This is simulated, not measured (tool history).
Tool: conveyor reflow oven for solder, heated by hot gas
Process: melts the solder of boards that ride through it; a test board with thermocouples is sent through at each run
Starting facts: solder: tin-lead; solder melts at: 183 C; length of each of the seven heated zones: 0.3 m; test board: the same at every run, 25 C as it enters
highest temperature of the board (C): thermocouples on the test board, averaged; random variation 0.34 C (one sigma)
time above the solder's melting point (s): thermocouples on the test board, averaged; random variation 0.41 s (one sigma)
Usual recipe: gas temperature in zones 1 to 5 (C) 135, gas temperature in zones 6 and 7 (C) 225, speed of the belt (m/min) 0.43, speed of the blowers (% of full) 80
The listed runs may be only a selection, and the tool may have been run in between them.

run,day,gas temperature in zones 1 to 5 (C),gas temperature in zones 6 and 7 (C),speed of the belt (m/min),speed of the blowers (% of full),highest temperature of the board (C),time above the solder's melting point (s)
1,0,135,225,0.43,80,209.4,54.4
2,0.412,135,225,0.43,80,210.1,54.4
3,0.842,135,225,0.43,80,208.8,55.1
4,1.25,135,225,0.43,80,209.5,54.4
5,1.646,135,225,0.43,80,209.7,54.8
6,1.896,135,225,0.43,80,209.5,54.7
7,2.1,135,225,0.43,80,209.2,55.1
8,2.458,135,225,0.43,80,209.1,54.7
9,2.783,135,225,0.43,80,209.9,54
10,3.004,135,225,0.43,80,209.5,54.8
11,3.358,135,225,0.43,80,209.2,53.8
12,3.55,125,225,0.43,79,207.3,48.5
13,3.754,125,225,0.43,79,207.3,48.4
14,4.138,143,233,0.43,79,217.4,64.6
15,4.358,140,215,0.377,80,205,61
# day 4.554: belt drive overhauled, speed set with a stopwatch
# day 4.821: flux residue cleaned out of gas plates and filters
16,5.158,140,215,0.377,78,206.4,64
# day 5.575: belt drive overhauled, speed set with a stopwatch, once more
17,5.771,128,215,0.431,78,201.9,43.3
18,5.95,128,215,0.431,78,200.9,42.9

What will run 19 give?
19,6.329,128,215,0.431,78,?,?

{"run 19": {"highest temperature of the board (C)": 201, "time above the solder's melting point (s)": 42.9}}
Had the tool carried no hidden state, the very same run would have given highest temperature of the board (C) 201.4, time above the solder's melting point (s) 43.7.
